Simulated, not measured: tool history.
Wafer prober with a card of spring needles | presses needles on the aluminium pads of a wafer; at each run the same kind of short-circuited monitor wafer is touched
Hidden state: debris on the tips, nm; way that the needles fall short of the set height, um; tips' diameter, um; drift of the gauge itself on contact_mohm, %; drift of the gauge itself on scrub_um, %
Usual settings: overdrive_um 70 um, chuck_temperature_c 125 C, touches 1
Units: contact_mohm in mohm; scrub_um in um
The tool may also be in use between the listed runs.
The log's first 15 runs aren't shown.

| run | day | overdrive_um | chuck_temperature_c | touches | touches since the tips were cleaned | cleanings since the card got new needles | touches since the first contact's height was set | contact_mohm | scrub_um |
|---|---|---|---|---|---|---|---|---|---|
|  | 8.617 | tips cleaned on abrasive film |
|  | 8.875 | tips cleaned on abrasive film |
| 16 | 8.875 | 61 | 81 | 3 | 0 | 40 | 151108 | 231 | 8.99 |
|  | 9.146 | tips cleaned on abrasive film |
|  | 9.425 | tips cleaned on abrasive film |
| 17 | 9.517 | 81 | 33 | 1 | 1202 | 42 | 159389 | 236 | 11.94 |
|  | 9.712 | tips cleaned on abrasive film |
|  | 9.996 | tips cleaned on abrasive film |
| 18 | 10.088 | 65 | 31 | 1 | 1192 | 44 | 166718 | 248 | 9.54 |
|  | 10.283 | tips cleaned on abrasive film |
|  | 10.592 | tips cleaned on abrasive film |
| 19 | 10.788 | 65 | 31 | 1 | 2601 | 46 | 175789 | 264 | 9.46 |
|  | 10.858 | tips cleaned on abrasive film |
|  | 11.138 | tips cleaned on abrasive film |
| 20 | 11.229 | 65 | 117 | 1 | 1230 | 48 | 181464 | 260 | 9.46 |
|  | 11.4 | tips cleaned on abrasive film |
|  | 11.696 | tips cleaned on abrasive film |
| 21 | 11.783 | 70 | 100 | 2 | 1127 | 50 | 188558 | 248 | 10.2 |
|  | 11.962 | tips cleaned on abrasive film |
|  | 12.233 | tips cleaned on abrasive film |
|  | 12.504 | tips cleaned on abrasive film |
| 22 | 12.504 | 63 | 97 | 2 | 0 | 53 | 197856 | 242 | 9.08 |
|  | 12.821 | tips cleaned on abrasive film |
|  | 13.083 | tips cleaned on abrasive film |
| 23 | 13.196 | 56 | 125 | 1 | 1466 | 55 | 206777 | 280 | 8.09 |
|  | 13.367 | tips cleaned on abrasive film |
|  | 13.679 | tips cleaned on abrasive film |
| 24 | 13.692 | 70 | 125 | 3 | 164 | 57 | 213128 | 242 | 10.15 |
|  | 13.854 | height of the first contact set anew |
|  | 13.967 | tips cleaned on abrasive film |
|  | 14.229 | tips cleaned on abrasive film |
| 25 | 14.229 | 70 | 125 | 3 | 0 | 59 | 4770 | 245 | 10.74 |
|  | 14.492 | tips cleaned on abrasive film |
| 26 | 14.633 | 72 | 53 | 3 | 1874 | 60 | 10031 | 231 | 11.17 |
|  | 14.754 | tips cleaned on abrasive film |
|  | 15.042 | tips cleaned on abrasive film |
| 27 | 15.046 | 70 | 69 | 1 | 35 | 62 | 15300 | 228 | 10.67 |
|  | 15.325 | tips cleaned on abrasive film |
| 28 | 15.45 | 51 | 69 | 1 | 1642 | 63 | 20552 | 281 | 7.78 |
|  | 15.625 | tips cleaned on abrasive film |
|  | 15.942 | tips cleaned on abrasive film |
| 29 | 16.054 | 51 | 69 | 1 | 1486 | 65 | 28328 | 277 | 7.73 |
|  | 16.212 | tips cleaned on abrasive film |
|  | 16.488 | tips cleaned on abrasive film |
|  | 16.767 | tips cleaned on abrasive film |
| 30 | 16.829 | 51 | 69 | 1 | 834 | 68 | 38307 | 260 | 7.69 |

Forecast each of these 4 alternatives for the next run:
|  | 17.071 | tips cleaned on abrasive film |
| A | 17.262 | 51 | 69 | 2 | 2524 | 69 | 43909 | ? | ? |
|  | 17.071 | tips cleaned on abrasive film |
| B | 17.262 | 82 | 70 | 3 | 2524 | 69 | 43909 | ? | ? |
|  | 17.071 | tips cleaned on abrasive film |
| C | 17.262 | 76 | 60 | 1 | 2524 | 69 | 43909 | ? | ? |
|  | 17.071 | tips cleaned on abrasive film |
| D | 17.262 | 68 | 125 | 1 | 2524 | 69 | 43909 | ? | ? |

| run | contact_mohm | scrub_um |
|---|---|---|
| A | 272 | 7.7 |
| B | 235 | 12.5 |
| C | 256 | 11.48 |
| D | 275 | 10.28 |
Without the tool's hidden state the same runs would have given:
| run | contact_mohm | scrub_um |
|---|---|---|
| A | 228 | 7.82 |
| B | 223 | 12.62 |
| C | 220 | 11.59 |
| D | 236 | 10.4 |
